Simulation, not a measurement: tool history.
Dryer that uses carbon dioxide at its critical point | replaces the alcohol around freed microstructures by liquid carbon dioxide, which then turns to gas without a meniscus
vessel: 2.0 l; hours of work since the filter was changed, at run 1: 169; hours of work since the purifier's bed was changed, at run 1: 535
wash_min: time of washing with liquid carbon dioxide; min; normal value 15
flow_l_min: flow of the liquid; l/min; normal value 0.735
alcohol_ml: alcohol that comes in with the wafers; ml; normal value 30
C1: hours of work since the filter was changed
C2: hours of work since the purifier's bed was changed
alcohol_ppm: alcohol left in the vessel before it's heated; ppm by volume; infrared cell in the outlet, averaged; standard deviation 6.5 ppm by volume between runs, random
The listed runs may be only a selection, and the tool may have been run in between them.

Run 1, hour 0: usual settings; C1 169; C2 535. Result: alcohol_ppm 402 ppm by volume.
Run 2, hour 33.4: usual settings; C1 191; C2 557. Result: alcohol_ppm 410 ppm by volume.
Run 3, hour 63.1: usual settings but alcohol_ml 26 ml; C1 211; C2 577. Result: alcohol_ppm 388 ppm by volume.
Run 4, hour 102.2: usual settings; C1 237; C2 603. Result: alcohol_ppm 432 ppm by volume.
Run 5, hour 138.8: usual settings; C1 262; C2 627. Result: alcohol_ppm 452 ppm by volume.
Run 6, hour 156.7: usual settings; C1 274; C2 639. Result: alcohol_ppm 443 ppm by volume.
Run 7, hour 187.6: usual settings; C1 294; C2 660. Result: alcohol_ppm 488 ppm by volume.
Run 8, hour 219.5: usual settings; C1 316; C2 681. Result: alcohol_ppm 464 ppm by volume.
Run 9, hour 241.1: usual settings; C1 330; C2 695. Result: alcohol_ppm 473 ppm by volume.
Run 10, hour 258.8: usual settings but wash_min 9 min; C1 342; C2 707. Result: alcohol_ppm 1706 ppm by volume.
At hour 294.8: inlet filter changed.
Run 11, hour 296.9: usual settings but wash_min 9 min; C1 1; C2 732. Result: alcohol_ppm 1548 ppm by volume.
At hour 310.9: purifier's bed changed.
Run 12, hour 330.3: usual settings but wash_min 9 min; C1 22; C2 13. Result: alcohol_ppm 1402 ppm by volume.
Run 13, hour 351.4: usual settings but flow_l_min 1.21 l/min; C1 36; C2 27. Result: alcohol_ppm 24 ppm by volume.
Run 14, hour 370.7: usual settings but wash_min 12 min; C1 49; C2 40. Result: alcohol_ppm 647 ppm by volume.
Run 15, hour 399.4: usual settings but alcohol_ml 61 ml; C1 68; C2 59. Result: alcohol_ppm 601 ppm by volume.
Run 16, hour 418.3: usual settings but alcohol_ml 61 ml; C1 80; C2 72. Result: alcohol_ppm 614 ppm by volume.
Run 17, hour 457.7: usual settings but flow_l_min 0.645 l/min, alcohol_ml 22 ml; C1 107; C2 98. Result: alcohol_ppm 380 ppm by volume.
Run 18, hour 491.1: usual settings but flow_l_min 0.645 l/min, alcohol_ml 22 ml; C1 129; C2 120. Result: alcohol_ppm 395 ppm by volume.
Run 19, hour 531.2: usual settings but flow_l_min 0.645 l/min, alcohol_ml 23 ml; C1 156; C2 147. Result: alcohol_ppm 416 ppm by volume.
Run 20, hour 568.4: usual settings but flow_l_min 0.645 l/min, alcohol_ml 54 ml; C1 181; C2 172. Result: alcohol_ppm 987 ppm by volume.
Run 21, hour 598: usual settings but flow_l_min 0.713 l/min; C1 200; C2 192. Result: alcohol_ppm 407 ppm by volume.
Run 22, hour 625.3: usual settings but flow_l_min 0.713 l/min; C1 219; C2 210. Result: alcohol_ppm 407 ppm by volume.
Run 23, hour 658.9: usual settings but flow_l_min 0.713 l/min; C1 241; C2 232. Result: alcohol_ppm 422 ppm by volume.
Run 24, hour 687: usual settings but flow_l_min 0.713 l/min; C1 260; C2 251. Result: alcohol_ppm 422 ppm by volume.
Run 25, hour 718.1: usual settings but wash_min 17 min, flow_l_min 0.889 l/min, alcohol_ml 72 ml; C1 281; C2 272. Result: alcohol_ppm 237 ppm by volume.
Run 26, hour 750: usual settings but wash_min 13 min, flow_l_min 0.727 l/min, alcohol_ml 104 ml; C1 302; C2 293. Result: alcohol_ppm 2193 ppm by volume.
Run 27, hour 768.4: usual settings but wash_min 17 min, flow_l_min 1.003 l/min; C1 314; C2 305. Result: alcohol_ppm 99 ppm by volume.
Run 28, hour 794.4: usual settings but wash_min 11 min, flow_l_min 0.71 l/min, alcohol_ml 35 ml; C1 332; C2 323. Result: alcohol_ppm 1306 ppm by volume.
Run 29, hour 823.6: usual settings but wash_min 11 min, flow_l_min 0.71 l/min, alcohol_ml 35 ml; C1 351; C2 342. Result: alcohol_ppm 1298 ppm by volume.
At hour 848.7: inlet filter changed.
Run 30, hour 866.2: usual settings but wash_min 11 min, flow_l_min 0.487 l/min, alcohol_ml 25 ml; C1 12; C2 370. Result: alcohol_ppm 1899 ppm by volume.

4 options for the next run, each taken on its own from the tool as it stands now. Forecast them:
Run A, hour 902.9: usual settings but wash_min 21 min, flow_l_min 0.487 l/min, alcohol_ml 25 ml; C1 36; C2 394. Result: alcohol_ppm ?.
Run B, hour 902.9: usual settings but wash_min 23 min, flow_l_min 0.946 l/min, alcohol_ml 41 ml; C1 36; C2 394. Result: alcohol_ppm ?.
Run C, hour 902.9: usual settings but flow_l_min 0.762 l/min; C1 36; C2 394. Result: alcohol_ppm ?.
Run D, hour 902.9: usual settings but wash_min 14 min, flow_l_min 0.821 l/min, alcohol_ml 25 ml; C1 36; C2 394. Result: alcohol_ppm ?.

run  alcohol_ppm
  A          417
  B           68
  C          314
  D          272
What these runs would have given with no unlogged condition in the tool:
run  alcohol_ppm
  A          334
  B            0
  C          233
  D          193
